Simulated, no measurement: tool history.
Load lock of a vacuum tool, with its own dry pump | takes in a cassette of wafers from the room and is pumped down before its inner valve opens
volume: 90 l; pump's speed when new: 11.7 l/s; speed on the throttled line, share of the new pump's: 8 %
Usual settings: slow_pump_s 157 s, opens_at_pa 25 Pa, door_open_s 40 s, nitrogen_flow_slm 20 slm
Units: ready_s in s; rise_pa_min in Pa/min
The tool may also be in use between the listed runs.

run,day,slow_pump_s,opens_at_pa,door_open_s,nitrogen_flow_slm,"incoming humidity of the room's air, %",ready_s,rise_pa_min
1,0.000,157,25,40,20,45.6,215.0,0.080
2,3.250,157,25,40,20,47.9,215.7,0.080
3,6.458,157,25,40,20,46.7,212.7,0.084
4,8.783,157,36,40,20,46.5,212.8,0.088
5,13.050,157,36,40,20,46.1,211.3,0.088
6,15.421,157,36,40,20,45.9,211.0,0.085
7,19.483,157,36,40,20,44.7,212.0,0.088
8,23.958,157,25,49,20,46.2,215.4,0.094
9,27.462,157,25,49,20,46.2,214.3,0.094
10,31.175,157,25,49,20,45.7,215.5,0.091
11,36.025,157,25,49,20,46.0,213.3,0.106
12,39.779,185,25,40,20,43.8,241.8,0.097

3 ways to go on from here, each from the tool as it stands after run 12. What would each give?
A,43.133,157,21,40,20,46.0,?,?
B,43.133,157,25,64,20,46.1,?,?
C,43.133,242,25,40,45,42.8,?,?

run,ready_s,rise_pa_min
A,218.1,0.109
B,213.6,0.106
C,294.2,0.096
Without the tool's hidden state the same runs would have given:
run,ready_s,rise_pa_min
A,209.6,0.030
B,205.4,0.026
C,287.1,0.015
